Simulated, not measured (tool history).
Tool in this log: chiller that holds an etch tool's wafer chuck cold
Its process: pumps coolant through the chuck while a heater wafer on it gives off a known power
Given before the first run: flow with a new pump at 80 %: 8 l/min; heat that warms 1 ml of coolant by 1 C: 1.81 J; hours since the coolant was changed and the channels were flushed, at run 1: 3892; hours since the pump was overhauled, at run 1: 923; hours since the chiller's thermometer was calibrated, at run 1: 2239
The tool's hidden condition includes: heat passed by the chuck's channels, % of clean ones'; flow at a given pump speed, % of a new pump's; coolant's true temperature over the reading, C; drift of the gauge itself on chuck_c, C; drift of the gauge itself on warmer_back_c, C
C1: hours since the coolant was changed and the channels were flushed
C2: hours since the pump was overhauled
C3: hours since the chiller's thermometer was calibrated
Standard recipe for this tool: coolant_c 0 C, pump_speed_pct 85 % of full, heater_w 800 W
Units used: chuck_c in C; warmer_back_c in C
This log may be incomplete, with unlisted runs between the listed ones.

Run 1, hour 0: usual settings; C1 3892; C2 923; C3 2239. Result: chuck_c 5.95 C, warmer_back_c 3.13 C.
Run 2, hour 31.4: usual settings; C1 3924; C2 954; C3 2270. Result: chuck_c 5.93 C, warmer_back_c 3.16 C.
Run 3, hour 61.4: usual settings; C1 3954; C2 984; C3 2300. Result: chuck_c 6.01 C, warmer_back_c 3.16 C.
Run 4, hour 91.9: usual settings; C1 3984; C2 1015; C3 2331. Result: chuck_c 5.87 C, warmer_back_c 3.1 C.
Run 5, hour 113.4: usual settings; C1 4006; C2 1036; C3 2352. Result: chuck_c 6.04 C, warmer_back_c 3.14 C.
Run 6, hour 140.7: usual settings; C1 4033; C2 1064; C3 2380. Result: chuck_c 6.03 C, warmer_back_c 3.11 C.
Run 7, hour 168.3: usual settings; C1 4060; C2 1091; C3 2407. Result: chuck_c 6.06 C, warmer_back_c 3.16 C.
Run 8, hour 191: usual settings; C1 4083; C2 1114; C3 2430. Result: chuck_c 6.03 C, warmer_back_c 3.12 C.
Run 9, hour 220.7: usual settings but pump_speed_pct 61 % of full; C1 4113; C2 1144; C3 2460. Result: chuck_c 7.92 C, warmer_back_c 4.48 C.
Run 10, hour 254.3: usual settings but pump_speed_pct 61 % of full; C1 4146; C2 1177; C3 2493. Result: chuck_c 7.9 C, warmer_back_c 4.46 C.
Run 11, hour 290.2: usual settings but coolant_c 3 C, pump_speed_pct 61 % of full; C1 4182; C2 1213; C3 2529. Result: chuck_c 11.05 C, warmer_back_c 4.43 C.
Run 12, hour 309.7: usual settings; C1 4202; C2 1233; C3 2549. Result: chuck_c 6.02 C, warmer_back_c 3.17 C.
Run 13, hour 339.4: usual settings but coolant_c -3 C; C1 4232; C2 1262; C3 2578. Result: chuck_c 3.15 C, warmer_back_c 3.21 C.
Run 14, hour 370.4: usual settings but coolant_c -3 C; C1 4262; C2 1293; C3 2609. Result: chuck_c 2.97 C, warmer_back_c 3.16 C.
Run 15, hour 393.9: usual settings but coolant_c -3 C; C1 4286; C2 1317; C3 2633. Result: chuck_c 3.04 C, warmer_back_c 3.15 C.
At hour 397.1: chiller's thermometer calibrated.
Run 16, hour 426.8: usual settings but coolant_c -3 C; C1 4318; C2 1349; C3 30. Result: chuck_c 3.18 C, warmer_back_c 3.14 C.
Run 17, hour 454.6: usual settings but pump_speed_pct 89 % of full; C1 4346; C2 1376; C3 57. Result: chuck_c 6.01 C, warmer_back_c 2.98 C.
Run 18, hour 472.2: usual settings but coolant_c 10 C, pump_speed_pct 94 % of full, heater_w 958 W; C1 4363; C2 1394; C3 75. Result: chuck_c 16.87 C, warmer_back_c 3.43 C.
At hour 500.1: chiller's thermometer calibrated, once more.
Run 19, hour 506.3: usual settings but coolant_c 10 C, pump_speed_pct 94 % of full, heater_w 958 W; C1 4396; C2 1427; C3 6. Result: chuck_c 16.61 C, warmer_back_c 3.38 C.
Run 20, hour 538.1: usual settings but coolant_c -7 C, pump_speed_pct 86 % of full, heater_w 810 W; C1 4428; C2 1459; C3 38. Result: chuck_c -1.13 C, warmer_back_c 3.17 C.
Run 21, hour 571.2: usual settings but coolant_c -8 C, pump_speed_pct 91 % of full; C1 4461; C2 1492; C3 71. Result: chuck_c -2.37 C, warmer_back_c 2.94 C.
Run 22, hour 589.5: usual settings but coolant_c -4 C, pump_speed_pct 76 % of full; C1 4480; C2 1510; C3 89. Result: chuck_c 2.52 C, warmer_back_c 3.57 C.
Run 23, hour 611.7: usual settings but coolant_c 5 C, pump_speed_pct 96 % of full; C1 4502; C2 1533; C3 112. Result: chuck_c 10.36 C, warmer_back_c 2.82 C.
Run 24, hour 648.4: usual settings but coolant_c 5 C, pump_speed_pct 96 % of full; C1 4539; C2 1569; C3 148. Result: chuck_c 10.41 C, warmer_back_c 2.81 C.
Run 25, hour 680.4: usual settings but coolant_c 5 C, pump_speed_pct 96 % of full; C1 4571; C2 1601; C3 180. Result: chuck_c 10.31 C, warmer_back_c 2.82 C.
Run 26, hour 712.9: usual settings but coolant_c 5 C, pump_speed_pct 96 % of full; C1 4603; C2 1634; C3 213. Result: chuck_c 10.53 C, warmer_back_c 2.87 C.
Run 27, hour 731.5: usual settings but pump_speed_pct 60 % of full, heater_w 412 W; C1 4622; C2 1652; C3 231. Result: chuck_c 4.2 C, warmer_back_c 2.43 C.
Run 28, hour 768.2: usual settings but pump_speed_pct 60 % of full, heater_w 412 W; C1 4658; C2 1689; C3 268. Result: chuck_c 4.11 C, warmer_back_c 2.39 C.
Run 29, hour 790.8: usual settings but pump_speed_pct 60 % of full, heater_w 412 W; C1 4681; C2 1712; C3 291. Result: chuck_c 4.28 C, warmer_back_c 2.35 C.
Run 30, hour 825.9: usual settings but coolant_c 7 C, pump_speed_pct 72 % of full, heater_w 519 W; C1 4716; C2 1747; C3 326. Result: chuck_c 11.44 C, warmer_back_c 2.44 C.
Run 31, hour 844.8: usual settings but heater_w 719 W; C1 4735; C2 1766; C3 345. Result: chuck_c 5.59 C, warmer_back_c 2.92 C.

3 ways to go on from here, each from the tool as it stands after run 31. What would each give?
Run A, hour 875.2: usual settings but heater_w 690 W; C1 4765; C2 1796; C3 375. Result: chuck_c ?, warmer_back_c ?.
Run B, hour 875.2: usual settings but coolant_c -4 C, pump_speed_pct 71 % of full, heater_w 649 W; C1 4765; C2 1796; C3 375. Result: chuck_c ?, warmer_back_c ?.
Run C, hour 875.2: usual settings but pump_speed_pct 63 % of full, heater_w 418 W; C1 4765; C2 1796; C3 375. Result: chuck_c ?, warmer_back_c ?.

run  chuck_c  warmer_back_c
  A     5.27           2.75
  B     1.73           3.12
  C      4.1           2.31
The same runs, with their run-to-run variation unchanged, on a tool lacking any hidden condition would have given:
run  chuck_c  warmer_back_c
  A     4.85           2.68
  B     1.29           3.04
  C     3.77           2.25
